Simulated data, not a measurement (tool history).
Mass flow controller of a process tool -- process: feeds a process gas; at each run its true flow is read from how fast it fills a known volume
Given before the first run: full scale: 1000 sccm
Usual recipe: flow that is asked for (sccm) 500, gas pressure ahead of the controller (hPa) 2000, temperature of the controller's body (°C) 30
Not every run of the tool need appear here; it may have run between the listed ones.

run      day  flow that is asked for (sccm)  gas pressure ahead of the controller (hPa)  temperature of the controller's body (°C)  true flow (%)
  1        0                            500                                        2000                                         30          99.97
  2    3.108                            500                                        1470                                         30           99.8
  3    5.725                            500                                        1470                                         30          99.71
  4    9.046                            192                                        2000                                         30          98.93
  5   11.546                            500                                        2000                                         30          99.91
  6   14.592                            183                                        2000                                         30          98.72
  7   17.704                            183                                        2000                                         30           98.6
  8   20.133                            500                                        2000                                         21          98.82
  9   23.588                            500                                        2000                                         28           99.8
 10    26.95                            500                                        2000                                         30          99.95
 11   29.962                            500                                        2000                                         30            100
 12   32.312                            500                                        2000                                         30          99.76
 13     35.4                            500                                        2000                                         30          99.96
 14   37.442                            500                                        2000                                         30            100
 15   41.575                            500                                        2000                                         30           99.9
 16   45.329                            500                                        2000                                         30          99.92
 17   49.525                            500                                        2000                                         25           99.4
 18   53.612                            500                                        2000                                         25          99.38
 19   56.233                            500                                        2000                                         25          99.31
 20   58.675                            234                                        2000                                         25          98.34
 21    62.75                            500                                        2000                                         30            100
 22   67.221                            500                                        2000                                         30          99.97
 23   70.725                            500                                        2000                                         30            100
 24   72.633                            500                                        2000                                         30          99.91
 25   76.625                            194                                        1770                                         36           99.2
 26   79.838                            194                                        1770                                         36          99.12
 27   84.371                            159                                        2740                                         27          97.99
 28   88.329                            159                                        2740                                         27          97.83
 29   91.254                            159                                        2740                                         27          97.84
 30   93.912                            150                                        1630                                         30          97.58
 31   97.383                            615                                        2630                                         20          99.28
 32  100.758                            193                                        1780                                         31          98.26
     101.054  -- controller's zero set anew
 33  103.508                            193                                        1780                                         31           97.8
 34  106.033                            193                                        1780                                         31          97.89
 35  108.212                            193                                        1780                                         31          97.75
     110.042  -- controller's zero set anew, once more
 36  110.679                            453                                        2440                                         31         101.02
 37  112.842                            214                                        2040                                         30         100.48
 38  117.375                            291                                        1780                                         30         100.46
 39  119.375                            366                                        1550                                         30         100.51
 40  123.021                            108                                        1760                                         37          100.9
 41  126.633                            500                                        1840                                         30         100.79
 42  129.408                            776                                        1840                                         30            101
 43  132.775                            236                                        1940                                         25          99.79
 44  135.462                            817                                        2430                                         21         100.07
 45  140.075                            865                                        2430                                         21         100.13
 46  142.654                            110                                        1920                                         21          98.87
 47  146.067                            814                                        1780                                         21          99.94

Alternative continuations, all from the tool just after run 47; predict every row:
  A  148.308                            814                                        2380                                         21              ?
  B  148.308                            320                                        2220                                         28              ?
  C  148.308                            125                                        2500                                         30              ?
  D  148.308                            165                                        1780                                         30              ?
  E  148.308                            371                                        1850                                         21              ?

run  true flow (%)
  A         100.19
  B          100.4
  C         100.07
  D          99.89
  E          99.56
Without the tool's unlogged condition, the same runs would have read:
run  true flow (%)
  A          99.51
  B          99.87
  C          99.95
  D          99.61
  E             99

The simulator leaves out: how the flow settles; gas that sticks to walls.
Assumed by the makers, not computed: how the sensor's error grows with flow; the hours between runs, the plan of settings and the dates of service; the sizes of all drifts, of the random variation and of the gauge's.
